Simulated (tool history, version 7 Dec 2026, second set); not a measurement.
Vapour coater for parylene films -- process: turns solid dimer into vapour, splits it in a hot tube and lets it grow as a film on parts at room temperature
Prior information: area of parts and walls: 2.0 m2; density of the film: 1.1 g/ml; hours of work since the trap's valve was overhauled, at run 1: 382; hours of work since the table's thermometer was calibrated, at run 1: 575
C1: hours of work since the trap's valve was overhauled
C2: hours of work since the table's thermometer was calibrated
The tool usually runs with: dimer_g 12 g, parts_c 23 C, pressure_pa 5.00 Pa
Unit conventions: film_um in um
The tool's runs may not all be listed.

{"run": 1, "hour": 0.0, "dimer_g": 12, "parts_c": 23, "pressure_pa": 5.0, "C1": 382, "C2": 575, "film_um": 2.92}
{"run": 2, "hour": 29.2, "dimer_g": 12, "parts_c": 18, "pressure_pa": 5.0, "C1": 397, "C2": 590, "film_um": 3.16}
{"run": 3, "hour": 53.1, "dimer_g": 12, "parts_c": 18, "pressure_pa": 5.0, "C1": 410, "C2": 603, "film_um": 3.18}
{"run": 4, "hour": 73.6, "dimer_g": 12, "parts_c": 18, "pressure_pa": 5.0, "C1": 421, "C2": 614, "film_um": 3.19}
{"run": 5, "hour": 93.1, "dimer_g": 12, "parts_c": 18, "pressure_pa": 5.0, "C1": 431, "C2": 624, "film_um": 3.2}
{"run": 6, "hour": 125.3, "dimer_g": 12, "parts_c": 18, "pressure_pa": 5.0, "C1": 449, "C2": 642, "film_um": 3.2}
{"run": 7, "hour": 153.7, "dimer_g": 12, "parts_c": 18, "pressure_pa": 5.0, "C1": 464, "C2": 657, "film_um": 3.13}
{"run": 8, "hour": 188.5, "dimer_g": 12, "parts_c": 18, "pressure_pa": 5.0, "C1": 482, "C2": 675, "film_um": 3.12}
{"run": 9, "hour": 205.1, "dimer_g": 12, "parts_c": 18, "pressure_pa": 5.0, "C1": 491, "C2": 684, "film_um": 3.09}
{"run": 10, "hour": 219.4, "dimer_g": 12, "parts_c": 18, "pressure_pa": 5.0, "C1": 499, "C2": 692, "film_um": 3.11}
{"run": 11, "hour": 248.9, "dimer_g": 12, "parts_c": 18, "pressure_pa": 5.0, "C1": 515, "C2": 707, "film_um": 3.08}
{"run": 12, "hour": 271.8, "dimer_g": 12, "parts_c": 23, "pressure_pa": 5.0, "C1": 527, "C2": 720, "film_um": 2.85}
{"run": 13, "hour": 290.4, "dimer_g": 11, "parts_c": 18, "pressure_pa": 3.44, "C1": 537, "C2": 730, "film_um": 2.89}
{"hour": 302.7, "done": "trap's valve overhauled"}
{"run": 14, "hour": 324.3, "dimer_g": 18, "parts_c": 29, "pressure_pa": 2.24, "C1": 12, "C2": 746, "film_um": 3.71}
{"run": 15, "hour": 358.4, "dimer_g": 18, "parts_c": 17, "pressure_pa": 2.24, "C1": 30, "C2": 764, "film_um": 4.53}
{"run": 16, "hour": 378.7, "dimer_g": 8, "parts_c": 17, "pressure_pa": 9.21, "C1": 41, "C2": 775, "film_um": 1.85}
{"run": 17, "hour": 410.7, "dimer_g": 17, "parts_c": 23, "pressure_pa": 2.4, "C1": 58, "C2": 792, "film_um": 3.89}
{"run": 18, "hour": 431.2, "dimer_g": 18, "parts_c": 17, "pressure_pa": 5.0, "C1": 69, "C2": 803, "film_um": 4.35}
{"hour": 452.8, "done": "trap's valve overhauled, once more"}
{"run": 19, "hour": 457.7, "dimer_g": 18, "parts_c": 17, "pressure_pa": 5.0, "C1": 3, "C2": 815, "film_um": 5.45}
{"run": 20, "hour": 488.5, "dimer_g": 18, "parts_c": 17, "pressure_pa": 5.0, "C1": 19, "C2": 831, "film_um": 5.44}
{"run": 21, "hour": 512.1, "dimer_g": 18, "parts_c": 17, "pressure_pa": 5.0, "C1": 32, "C2": 844, "film_um": 5.43}
{"run": 22, "hour": 543.8, "dimer_g": 8, "parts_c": 23, "pressure_pa": 5.0, "C1": 49, "C2": 861, "film_um": 2.13}
{"run": 23, "hour": 572.7, "dimer_g": 15, "parts_c": 17, "pressure_pa": 2.74, "C1": 64, "C2": 876, "film_um": 4.65}

What if the next run were any one of these 4? Each begins from the tool's condition after run 23:
{"run": "A", "hour": 590.3, "dimer_g": 7, "parts_c": 20, "pressure_pa": 10.63, "C1": 73, "C2": 885, "film_um": "?"}
{"run": "B", "hour": 590.3, "dimer_g": 12, "parts_c": 35, "pressure_pa": 5.0, "C1": 73, "C2": 885, "film_um": "?"}
{"run": "C", "hour": 590.3, "dimer_g": 6, "parts_c": 23, "pressure_pa": 5.0, "C1": 73, "C2": 885, "film_um": "?"}
{"run": "D", "hour": 590.3, "dimer_g": 15, "parts_c": 17, "pressure_pa": 3.16, "C1": 73, "C2": 885, "film_um": "?"}

run=A film_um=1.87
run=B film_um=2.64
run=C film_um=1.61
run=D film_um=4.54
Take away the tool's hidden state, keep each run's random variation, and the runs would have read:
run=A film_um=1.89
run=B film_um=2.67
run=C film_um=1.63
run=D film_um=4.59
